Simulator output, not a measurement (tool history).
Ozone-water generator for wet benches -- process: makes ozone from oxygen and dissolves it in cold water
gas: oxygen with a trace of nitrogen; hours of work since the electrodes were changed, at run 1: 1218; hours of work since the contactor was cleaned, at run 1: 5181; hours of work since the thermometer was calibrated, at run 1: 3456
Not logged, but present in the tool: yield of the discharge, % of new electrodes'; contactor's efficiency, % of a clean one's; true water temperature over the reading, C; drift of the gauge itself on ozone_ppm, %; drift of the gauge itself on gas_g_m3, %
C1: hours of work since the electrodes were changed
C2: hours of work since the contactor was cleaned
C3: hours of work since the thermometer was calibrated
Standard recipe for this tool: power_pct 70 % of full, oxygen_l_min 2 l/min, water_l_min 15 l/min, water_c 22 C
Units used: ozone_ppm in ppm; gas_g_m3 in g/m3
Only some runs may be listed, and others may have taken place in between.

run 1 hour=0 | power_pct=70 oxygen_l_min=2 water_l_min=15 water_c=22 | C1=1218 C2=5181 C3=3456 | ozone_ppm=12.8 gas_g_m3=227.6
run 2 hour=43.8 | power_pct=87 oxygen_l_min=2 water_l_min=15 water_c=22 | C1=1252 C2=5215 C3=3490 | ozone_ppm=14.4 gas_g_m3=255.5
run 3 hour=83.2 | power_pct=42 oxygen_l_min=2 water_l_min=15 water_c=22 | C1=1283 C2=5246 C3=3521 | ozone_ppm=9.4 gas_g_m3=170.7
run 4 hour=144.4 | power_pct=42 oxygen_l_min=2 water_l_min=15 water_c=22 | C1=1331 C2=5294 C3=3569 | ozone_ppm=9.8 gas_g_m3=171
run 5 hour=203.2 | power_pct=42 oxygen_l_min=2 water_l_min=15 water_c=22 | C1=1377 C2=5340 C3=3616 | ozone_ppm=9.6 gas_g_m3=172
run 6 hour=249.7 | power_pct=42 oxygen_l_min=2 water_l_min=15 water_c=22 | C1=1414 C2=5377 C3=3652 | ozone_ppm=9.7 gas_g_m3=172.4
run 7 hour=283.3 | power_pct=70 oxygen_l_min=2 water_l_min=15 water_c=22 | C1=1440 C2=5404 C3=3679 | ozone_ppm=13 gas_g_m3=227.5
run 8 hour=339.1 | power_pct=86 oxygen_l_min=2 water_l_min=15 water_c=22 | C1=1484 C2=5447 C3=3722 | ozone_ppm=14.4 gas_g_m3=255.6
run 9 hour=374.3 | power_pct=86 oxygen_l_min=2 water_l_min=15 water_c=22 | C1=1512 C2=5475 C3=3750 | ozone_ppm=14.3 gas_g_m3=257.4
run 10 hour=404.7 | power_pct=70 oxygen_l_min=2 water_l_min=15 water_c=22 | C1=1536 C2=5499 C3=3774 | ozone_ppm=12.9 gas_g_m3=228.4
run 11 hour=445.2 | power_pct=70 oxygen_l_min=2 water_l_min=15 water_c=22 | C1=1568 C2=5531 C3=3806 | ozone_ppm=12.7 gas_g_m3=228.5
run 12 hour=482.2 | power_pct=70 oxygen_l_min=2 water_l_min=15 water_c=22 | C1=1597 C2=5560 C3=3835 | ozone_ppm=13.1 gas_g_m3=230.7
run 13 hour=550.1 | power_pct=70 oxygen_l_min=2 water_l_min=15 water_c=22 | C1=1650 C2=5613 C3=3889 | ozone_ppm=12.8 gas_g_m3=230.8
run 14 hour=589.3 | power_pct=70 oxygen_l_min=2 water_l_min=11 water_c=22 | C1=1681 C2=5644 C3=3919 | ozone_ppm=17.2 gas_g_m3=230.4
run 15 hour=639.8 | power_pct=70 oxygen_l_min=2 water_l_min=11 water_c=22 | C1=1721 C2=5684 C3=3959 | ozone_ppm=17.4 gas_g_m3=230.9
run 16 hour=692.5 | power_pct=90 oxygen_l_min=2 water_l_min=15 water_c=22 | C1=1762 C2=5726 C3=4001 | ozone_ppm=14.8 gas_g_m3=265
run 17 hour=754.4 | power_pct=90 oxygen_l_min=2 water_l_min=22 water_c=25 | C1=1811 C2=5774 C3=4049 | ozone_ppm=9.5 gas_g_m3=266
run 18 hour=807.3 | power_pct=70 oxygen_l_min=1.04 water_l_min=22 water_c=22 | C1=1853 C2=5816 C3=4091 | ozone_ppm=6.9 gas_g_m3=318.2
run 19 hour=852.3 | power_pct=70 oxygen_l_min=1.04 water_l_min=22 water_c=22 | C1=1888 C2=5851 C3=4126 | ozone_ppm=6.9 gas_g_m3=321.9
run 20 hour=882.6 | power_pct=70 oxygen_l_min=2 water_l_min=18 water_c=23 | C1=1912 C2=5875 C3=4150 | ozone_ppm=10.5 gas_g_m3=230.4
run 21 hour=933.6 | power_pct=70 oxygen_l_min=2 water_l_min=18 water_c=23 | C1=1952 C2=5915 C3=4190 | ozone_ppm=10.6 gas_g_m3=233.9
run 22 hour=989.3 | power_pct=70 oxygen_l_min=2 water_l_min=18 water_c=23 | C1=1996 C2=5959 C3=4234 | ozone_ppm=10.5 gas_g_m3=230
run 23 hour=1043.9 | power_pct=70 oxygen_l_min=2 water_l_min=18 water_c=23 | C1=2039 C2=6002 C3=4277 | ozone_ppm=10.4 gas_g_m3=233.7
run 24 hour=1084.9 | power_pct=70 oxygen_l_min=2 water_l_min=18 water_c=23 | C1=2071 C2=6034 C3=4309 | ozone_ppm=10.6 gas_g_m3=232.8
run 25 hour=1116.9 | power_pct=41 oxygen_l_min=3.46 water_l_min=12 water_c=21 | C1=2096 C2=6060 C3=4335 | ozone_ppm=12.4 gas_g_m3=130.8
run 26 hour=1190.1 | power_pct=70 oxygen_l_min=2.55 water_l_min=13 water_c=26 | C1=2154 C2=6117 C3=4392 | ozone_ppm=14.1 gas_g_m3=207.2
run 27 hour=1250.4 | power_pct=70 oxygen_l_min=2.55 water_l_min=12 water_c=26 | C1=2202 C2=6165 C3=4440 | ozone_ppm=15.3 gas_g_m3=207.7
run 28 hour=1297.2 | power_pct=59 oxygen_l_min=2.62 water_l_min=15 water_c=28 | C1=2238 C2=6201 C3=4476 | ozone_ppm=11.1 gas_g_m3=185.5

Run 29 is up next; what results do you expect?
run 29 hour=1369.5 | power_pct=59 oxygen_l_min=2.62 water_l_min=11 water_c=25 | C1=2295 C2=6258 C3=4533 | ozone_ppm=? gas_g_m3=?

{"run 29": {"ozone_ppm": 15.5, "gas_g_m3": 186.5}}
Minus the tool's unlogged condition, the same run would have read ozone_ppm 15.5 ppm, gas_g_m3 182 g/m3.

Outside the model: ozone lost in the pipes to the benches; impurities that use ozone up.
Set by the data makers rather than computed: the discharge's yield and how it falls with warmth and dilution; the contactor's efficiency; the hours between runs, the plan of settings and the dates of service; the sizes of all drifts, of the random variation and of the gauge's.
